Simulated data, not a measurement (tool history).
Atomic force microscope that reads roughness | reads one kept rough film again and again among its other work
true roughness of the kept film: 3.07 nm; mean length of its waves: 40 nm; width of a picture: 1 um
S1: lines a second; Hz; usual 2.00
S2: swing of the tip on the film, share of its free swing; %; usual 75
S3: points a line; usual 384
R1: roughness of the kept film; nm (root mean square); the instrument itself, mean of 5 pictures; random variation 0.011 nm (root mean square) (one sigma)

run,hour,S1,S2,S3,R1
1,0.0,2.00,75,384,2.362
2,30.7,2.00,75,384,2.298
3,73.4,2.00,75,384,2.315
# hour 94.2: new tip fitted
4,118.8,2.00,67,384,2.631
5,163.3,2.00,67,384,2.602
6,203.3,2.00,58,384,2.692
7,240.5,2.00,75,384,2.427
8,276.5,2.00,75,384,2.417
9,320.3,2.00,75,384,2.408
10,353.1,2.00,75,316,2.367
11,403.8,2.00,75,384,2.361
12,445.7,2.00,78,384,2.278
13,473.0,2.00,78,384,2.268
# hour 503.7: new tip fitted
14,506.9,2.00,78,384,2.445
15,548.0,2.00,78,384,2.411
16,596.4,2.00,78,384,2.414
17,638.9,2.00,78,384,2.387
18,667.6,2.00,75,384,2.452
19,710.7,2.00,75,384,2.422
20,741.9,2.18,89,629,2.066
21,791.1,2.18,89,629,2.041
22,828.3,3.28,89,365,1.775
23,849.9,3.28,89,365,1.769
24,900.1,2.24,89,632,1.982
# hour 905.3: height scale calibrated on a step standard
# hour 915.4: new tip fitted
25,935.4,1.44,75,384,2.626
26,980.9,1.44,75,384,2.608
# hour 1002.9: height scale calibrated on a step standard, once more
27,1017.6,1.44,75,384,2.507
28,1043.0,1.81,81,809,2.329
29,1085.3,1.81,60,432,2.646
30,1109.7,1.81,60,432,2.611
31,1137.4,1.81,60,432,2.606
32,1176.0,1.81,60,432,2.602
33,1218.2,1.39,81,596,2.338
34,1259.2,3.52,72,377,2.157
35,1304.1,3.52,72,377,2.164
# hour 1323.3: new tip fitted
36,1353.2,3.76,81,384,2.033
37,1399.7,3.76,81,384,1.992
38,1452.3,2.28,85,384,2.147

Measured less the same run without the tool's hidden state. The same run-to-run variation is in both; the gauge's scatter may not be:
The hidden state here: radius of the tip, nm; height scale over the true one, %; drift of the gauge itself on roughness_nm, %.
run,R1
1,-0.134
2,-0.146
3,-0.165
4,+0.012
5,-0.011
6,-0.033
7,-0.047
8,-0.062
9,-0.082
10,-0.093
11,-0.118
12,-0.133
13,-0.144
14,+0.028
15,+0.008
16,-0.012
17,-0.031
18,-0.046
19,-0.065
20,-0.069
21,-0.088
22,-0.090
23,-0.097
24,-0.129
25,+0.044
26,+0.023
27,-0.059
28,-0.067
29,-0.098
30,-0.108
31,-0.122
32,-0.143
33,-0.149
34,-0.154
35,-0.172
36,-0.009
37,-0.029
38,-0.054
